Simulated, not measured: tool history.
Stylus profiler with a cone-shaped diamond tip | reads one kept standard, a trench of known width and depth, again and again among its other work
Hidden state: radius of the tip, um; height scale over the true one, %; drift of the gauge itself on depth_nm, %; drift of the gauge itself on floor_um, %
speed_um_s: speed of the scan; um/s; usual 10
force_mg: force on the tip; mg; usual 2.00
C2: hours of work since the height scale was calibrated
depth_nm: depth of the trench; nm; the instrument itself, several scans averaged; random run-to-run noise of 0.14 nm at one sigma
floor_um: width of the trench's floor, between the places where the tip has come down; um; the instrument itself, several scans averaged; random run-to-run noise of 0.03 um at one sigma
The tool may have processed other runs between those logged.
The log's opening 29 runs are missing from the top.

{"run": 30, "hour": 2312.7, "speed_um_s": 2, "force_mg": 0.88, "scans with this tip": 13430, "C2": 1249, "depth_nm": 501.98, "floor_um": 26.98}
{"run": 31, "hour": 2398.1, "speed_um_s": 2, "force_mg": 0.88, "scans with this tip": 13913, "C2": 1294, "depth_nm": 501.96, "floor_um": 26.97}
{"hour": 2442.4, "done": "new tip fitted, height scale calibrated"}
{"run": 32, "hour": 2506.6, "speed_um_s": 2, "force_mg": 0.88, "scans with this tip": 364, "C2": 34, "depth_nm": 501.85, "floor_um": 27.0}
{"run": 33, "hour": 2603.9, "speed_um_s": 15, "force_mg": 0.88, "scans with this tip": 914, "C2": 85, "depth_nm": 502.02, "floor_um": 26.88}
{"run": 34, "hour": 2692.2, "speed_um_s": 23, "force_mg": 3.75, "scans with this tip": 1414, "C2": 132, "depth_nm": 505.06, "floor_um": 26.94}
{"run": 35, "hour": 2781.4, "speed_um_s": 23, "force_mg": 0.71, "scans with this tip": 1919, "C2": 179, "depth_nm": 501.53, "floor_um": 26.83}
{"run": 36, "hour": 2868.6, "speed_um_s": 23, "force_mg": 4.03, "scans with this tip": 2412, "C2": 224, "depth_nm": 505.06, "floor_um": 26.94}
{"run": 37, "hour": 2959.2, "speed_um_s": 7, "force_mg": 0.67, "scans with this tip": 2925, "C2": 272, "depth_nm": 501.92, "floor_um": 26.97}
{"run": 38, "hour": 3044.1, "speed_um_s": 7, "force_mg": 0.67, "scans with this tip": 3406, "C2": 317, "depth_nm": 501.68, "floor_um": 26.95}
{"run": 39, "hour": 3118.2, "speed_um_s": 23, "force_mg": 3.39, "scans with this tip": 3825, "C2": 356, "depth_nm": 504.67, "floor_um": 26.9}
{"run": 40, "hour": 3179.1, "speed_um_s": 10, "force_mg": 1.55, "scans with this tip": 4170, "C2": 388, "depth_nm": 502.7, "floor_um": 26.95}
{"run": 41, "hour": 3223.8, "speed_um_s": 5, "force_mg": 1.46, "scans with this tip": 4423, "C2": 411, "depth_nm": 502.64, "floor_um": 26.93}
{"run": 42, "hour": 3326.9, "speed_um_s": 4, "force_mg": 0.76, "scans with this tip": 5006, "C2": 466, "depth_nm": 501.93, "floor_um": 26.96}
{"run": 43, "hour": 3428.1, "speed_um_s": 37, "force_mg": 5.11, "scans with this tip": 5579, "C2": 519, "depth_nm": 506.05, "floor_um": 26.89}
{"run": 44, "hour": 3492.0, "speed_um_s": 9, "force_mg": 0.84, "scans with this tip": 5941, "C2": 553, "depth_nm": 501.7, "floor_um": 26.91}
{"run": 45, "hour": 3547.1, "speed_um_s": 26, "force_mg": 1.32, "scans with this tip": 6253, "C2": 582, "depth_nm": 502.51, "floor_um": 26.78}
{"run": 46, "hour": 3602.9, "speed_um_s": 31, "force_mg": 3.37, "scans with this tip": 6569, "C2": 611, "depth_nm": 504.49, "floor_um": 26.93}
{"run": 47, "hour": 3687.6, "speed_um_s": 24, "force_mg": 1.32, "scans with this tip": 7048, "C2": 656, "depth_nm": 502.72, "floor_um": 26.85}

3 options for the next run, each taken on its own from the tool as it stands now. Forecast them:
{"run": "A", "hour": 3737.5, "speed_um_s": 4, "force_mg": 0.98, "scans with this tip": 7330, "C2": 682, "depth_nm": "?", "floor_um": "?"}
{"run": "B", "hour": 3737.5, "speed_um_s": 10, "force_mg": 0.75, "scans with this tip": 7330, "C2": 682, "depth_nm": "?", "floor_um": "?"}
{"run": "C", "hour": 3737.5, "speed_um_s": 15, "force_mg": 0.68, "scans with this tip": 7330, "C2": 682, "depth_nm": "?", "floor_um": "?"}

run=A depth_nm=502.31 floor_um=27.01
run=B depth_nm=501.72 floor_um=26.93
run=C depth_nm=501.79 floor_um=26.84
The same runs, with their run-to-run variation unchanged, on a tool lacking any hidden condition would have given:
run=A depth_nm=502.29 floor_um=27.02
run=B depth_nm=501.70 floor_um=26.94
run=C depth_nm=501.76 floor_um=26.85
